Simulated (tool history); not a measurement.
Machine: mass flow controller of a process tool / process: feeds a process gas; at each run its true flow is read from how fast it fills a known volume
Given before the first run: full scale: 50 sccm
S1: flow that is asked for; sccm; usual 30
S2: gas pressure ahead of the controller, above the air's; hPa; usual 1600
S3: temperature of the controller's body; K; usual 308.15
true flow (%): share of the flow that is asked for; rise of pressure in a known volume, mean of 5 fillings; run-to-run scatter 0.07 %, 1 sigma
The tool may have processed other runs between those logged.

run 1 day=0 | S1=30 S2=1600 S3=308.15 | true_flow_(%)=100.14
run 2 day=6.771 | S1=30 S2=1600 S3=308.15 | true_flow_(%)=100.28
run 3 day=20.021 | S1=30 S2=1600 S3=308.15 | true_flow_(%)=100.42
run 4 day=33.429 | S1=30 S2=1630 S3=308.15 | true_flow_(%)=100.62
run 5 day=46.608 | S1=30 S2=1630 S3=308.15 | true_flow_(%)=100.54
run 6 day=55.646 | S1=30 S2=1630 S3=308.15 | true_flow_(%)=100.71
run 7 day=68.592 | S1=30 S2=1630 S3=308.15 | true_flow_(%)=100.8
run 8 day=76.096 | S1=30 S2=1610 S3=308.15 | true_flow_(%)=100.9
run 9 day=88.317 | S1=30 S2=1600 S3=308.15 | true_flow_(%)=101.06
run 10 day=100.033 | S1=10 S2=1480 S3=308.15 | true_flow_(%)=102.16
run 11 day=113.862 | S1=10 S2=1480 S3=308.15 | true_flow_(%)=102.39
run 12 day=121.275 | S1=13 S2=1480 S3=296.15 | true_flow_(%)=102.68
run 13 day=135.958 | S1=13 S2=1480 S3=296.15 | true_flow_(%)=102.88
run 14 day=147.275 | S1=41 S2=1660 S3=301.15 | true_flow_(%)=102.47
-- day=158.162 controller's zero set anew
run 15 day=161.292 | S1=9 S2=1600 S3=308.15 | true_flow_(%)=99.46
run 16 day=172.633 | S1=30 S2=1460 S3=302.15 | true_flow_(%)=101.14
run 17 day=183.621 | S1=21 S2=1800 S3=300.15 | true_flow_(%)=100.83

Predict each of these 3 candidate next runs independently; none follows another, all start after run 17:
run A day=198.129 | S1=45 S2=1460 S3=296.15 | true_flow_(%)=?
run B day=198.129 | S1=21 S2=1800 S3=309.15 | true_flow_(%)=?
run C day=198.129 | S1=30 S2=1600 S3=308.15 | true_flow_(%)=?

run=A true_flow_(%)=102.57
run=B true_flow_(%)=100.24
run=C true_flow_(%)=100.93
With no hidden state in the tool, these same runs would have given:
run=A true_flow_(%)=99.97
run=B true_flow_(%)=97.5
run=C true_flow_(%)=98.27
